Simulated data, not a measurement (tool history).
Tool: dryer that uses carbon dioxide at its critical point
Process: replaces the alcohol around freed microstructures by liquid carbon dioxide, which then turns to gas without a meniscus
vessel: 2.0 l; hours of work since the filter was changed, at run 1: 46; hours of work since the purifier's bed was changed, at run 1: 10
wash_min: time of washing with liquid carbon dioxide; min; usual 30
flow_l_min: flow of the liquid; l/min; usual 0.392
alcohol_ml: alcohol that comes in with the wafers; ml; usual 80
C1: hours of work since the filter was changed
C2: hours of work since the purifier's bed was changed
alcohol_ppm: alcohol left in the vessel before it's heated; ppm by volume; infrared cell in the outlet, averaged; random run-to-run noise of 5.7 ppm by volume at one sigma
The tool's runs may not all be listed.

{"run": 1, "day": 0.0, "wash_min": 30, "flow_l_min": 0.392, "alcohol_ml": 80, "C1": 46, "C2": 10, "alcohol_ppm": 203}
{"run": 2, "day": 0.458, "wash_min": 30, "flow_l_min": 0.392, "alcohol_ml": 80, "C1": 54, "C2": 18, "alcohol_ppm": 207}
{"run": 3, "day": 0.838, "wash_min": 30, "flow_l_min": 0.392, "alcohol_ml": 80, "C1": 61, "C2": 24, "alcohol_ppm": 210}
{"run": 4, "day": 1.167, "wash_min": 30, "flow_l_min": 0.392, "alcohol_ml": 92, "C1": 67, "C2": 30, "alcohol_ppm": 251}
{"run": 5, "day": 1.625, "wash_min": 30, "flow_l_min": 0.392, "alcohol_ml": 92, "C1": 75, "C2": 38, "alcohol_ppm": 246}
{"run": 6, "day": 1.996, "wash_min": 30, "flow_l_min": 0.392, "alcohol_ml": 92, "C1": 81, "C2": 44, "alcohol_ppm": 266}
{"run": 7, "day": 2.25, "wash_min": 40, "flow_l_min": 0.392, "alcohol_ml": 80, "C1": 85, "C2": 49, "alcohol_ppm": 55}
{"run": 8, "day": 2.733, "wash_min": 30, "flow_l_min": 0.392, "alcohol_ml": 107, "C1": 94, "C2": 57, "alcohol_ppm": 308}
{"run": 9, "day": 3.179, "wash_min": 30, "flow_l_min": 0.392, "alcohol_ml": 80, "C1": 101, "C2": 65, "alcohol_ppm": 252}
{"run": 10, "day": 3.45, "wash_min": 30, "flow_l_min": 0.392, "alcohol_ml": 80, "C1": 106, "C2": 69, "alcohol_ppm": 258}
{"run": 11, "day": 3.742, "wash_min": 30, "flow_l_min": 0.392, "alcohol_ml": 80, "C1": 111, "C2": 75, "alcohol_ppm": 255}
{"run": 12, "day": 4.054, "wash_min": 30, "flow_l_min": 0.392, "alcohol_ml": 80, "C1": 117, "C2": 80, "alcohol_ppm": 265}
{"run": 13, "day": 4.512, "wash_min": 30, "flow_l_min": 0.392, "alcohol_ml": 80, "C1": 124, "C2": 88, "alcohol_ppm": 268}
{"run": 14, "day": 4.938, "wash_min": 30, "flow_l_min": 0.558, "alcohol_ml": 80, "C1": 132, "C2": 95, "alcohol_ppm": 63}
{"run": 15, "day": 5.329, "wash_min": 30, "flow_l_min": 0.392, "alcohol_ml": 111, "C1": 139, "C2": 102, "alcohol_ppm": 360}
{"run": 16, "day": 5.8, "wash_min": 30, "flow_l_min": 0.392, "alcohol_ml": 111, "C1": 147, "C2": 110, "alcohol_ppm": 385}
{"run": 17, "day": 6.112, "wash_min": 30, "flow_l_min": 0.392, "alcohol_ml": 80, "C1": 152, "C2": 115, "alcohol_ppm": 284}
{"run": 18, "day": 6.4, "wash_min": 28, "flow_l_min": 0.392, "alcohol_ml": 80, "C1": 157, "C2": 121, "alcohol_ppm": 395}
{"run": 19, "day": 6.804, "wash_min": 28, "flow_l_min": 0.392, "alcohol_ml": 80, "C1": 164, "C2": 127, "alcohol_ppm": 422}
{"run": 20, "day": 7.321, "wash_min": 30, "flow_l_min": 0.371, "alcohol_ml": 80, "C1": 173, "C2": 136, "alcohol_ppm": 405}
{"run": 21, "day": 7.842, "wash_min": 30, "flow_l_min": 0.371, "alcohol_ml": 80, "C1": 182, "C2": 145, "alcohol_ppm": 412}
{"run": 22, "day": 8.133, "wash_min": 30, "flow_l_min": 0.392, "alcohol_ml": 80, "C1": 187, "C2": 150, "alcohol_ppm": 325}
{"run": 23, "day": 8.358, "wash_min": 31, "flow_l_min": 0.312, "alcohol_ml": 80, "C1": 191, "C2": 154, "alcohol_ppm": 756}
{"run": 24, "day": 8.858, "wash_min": 31, "flow_l_min": 0.29, "alcohol_ml": 80, "C1": 200, "C2": 163, "alcohol_ppm": 1021}
{"day": 9.175, "done": "inlet filter changed"}
{"run": 25, "day": 9.4, "wash_min": 31, "flow_l_min": 0.419, "alcohol_ml": 32, "C1": 4, "C2": 172, "alcohol_ppm": 104}
{"run": 26, "day": 9.729, "wash_min": 19, "flow_l_min": 0.46, "alcohol_ml": 45, "C1": 10, "C2": 177, "alcohol_ppm": 453}
{"run": 27, "day": 10.117, "wash_min": 43, "flow_l_min": 0.357, "alcohol_ml": 33, "C1": 16, "C2": 184, "alcohol_ppm": 95}
{"run": 28, "day": 10.442, "wash_min": 20, "flow_l_min": 0.313, "alcohol_ml": 80, "C1": 22, "C2": 190, "alcohol_ppm": 2474}
{"run": 29, "day": 10.942, "wash_min": 40, "flow_l_min": 0.392, "alcohol_ml": 64, "C1": 31, "C2": 198, "alcohol_ppm": 104}
{"run": 30, "day": 11.446, "wash_min": 20, "flow_l_min": 0.392, "alcohol_ml": 64, "C1": 39, "C2": 207, "alcohol_ppm": 1000}
{"run": 31, "day": 11.758, "wash_min": 24, "flow_l_min": 0.566, "alcohol_ml": 22, "C1": 45, "C2": 212, "alcohol_ppm": 100}
{"run": 32, "day": 12.288, "wash_min": 31, "flow_l_min": 0.392, "alcohol_ml": 80, "C1": 54, "C2": 222, "alcohol_ppm": 241}
{"run": 33, "day": 12.767, "wash_min": 29, "flow_l_min": 0.269, "alcohol_ml": 96, "C1": 62, "C2": 230, "alcohol_ppm": 1679}
{"run": 34, "day": 13.217, "wash_min": 29, "flow_l_min": 0.269, "alcohol_ml": 96, "C1": 70, "C2": 238, "alcohol_ppm": 1675}
{"run": 35, "day": 13.558, "wash_min": 19, "flow_l_min": 0.357, "alcohol_ml": 80, "C1": 76, "C2": 244, "alcohol_ppm": 2034}
{"run": 36, "day": 13.838, "wash_min": 19, "flow_l_min": 0.63, "alcohol_ml": 80, "C1": 81, "C2": 248, "alcohol_ppm": 237}
{"run": 37, "day": 14.133, "wash_min": 19, "flow_l_min": 0.236, "alcohol_ml": 71, "C1": 86, "C2": 253, "alcohol_ppm": 5347}
{"run": 38, "day": 14.471, "wash_min": 26, "flow_l_min": 0.236, "alcohol_ml": 78, "C1": 92, "C2": 259, "alcohol_ppm": 2879}
{"run": 39, "day": 14.929, "wash_min": 19, "flow_l_min": 0.29, "alcohol_ml": 78, "C1": 100, "C2": 267, "alcohol_ppm": 3602}
{"run": 40, "day": 15.375, "wash_min": 19, "flow_l_min": 0.29, "alcohol_ml": 78, "C1": 107, "C2": 275, "alcohol_ppm": 3747}
{"run": 41, "day": 15.896, "wash_min": 40, "flow_l_min": 0.29, "alcohol_ml": 60, "C1": 116, "C2": 284, "alcohol_ppm": 293}
{"run": 42, "day": 16.125, "wash_min": 40, "flow_l_min": 0.29, "alcohol_ml": 60, "C1": 120, "C2": 288, "alcohol_ppm": 305}
{"run": 43, "day": 16.362, "wash_min": 40, "flow_l_min": 0.29, "alcohol_ml": 60, "C1": 124, "C2": 292, "alcohol_ppm": 324}

Here are 4 independent what-if runs from the current tool condition. What would each one return?
{"run": "A", "day": 16.692, "wash_min": 19, "flow_l_min": 0.392, "alcohol_ml": 80, "C1": 130, "C2": 298, "alcohol_ppm": "?"}
{"run": "B", "day": 16.692, "wash_min": 30, "flow_l_min": 0.649, "alcohol_ml": 34, "C1": 130, "C2": 298, "alcohol_ppm": "?"}
{"run": "C", "day": 16.692, "wash_min": 38, "flow_l_min": 0.355, "alcohol_ml": 22, "C1": 130, "C2": 298, "alcohol_ppm": "?"}
{"run": "D", "day": 16.692, "wash_min": 37, "flow_l_min": 0.393, "alcohol_ml": 60, "C1": 130, "C2": 298, "alcohol_ppm": "?"}

run=A alcohol_ppm=1638
run=B alcohol_ppm=108
run=C alcohol_ppm=135
run=D alcohol_ppm=170
Without the tool's hidden state the same runs would have given:
run=A alcohol_ppm=1269
run=B alcohol_ppm=5
run=C alcohol_ppm=24
run=D alcohol_ppm=50
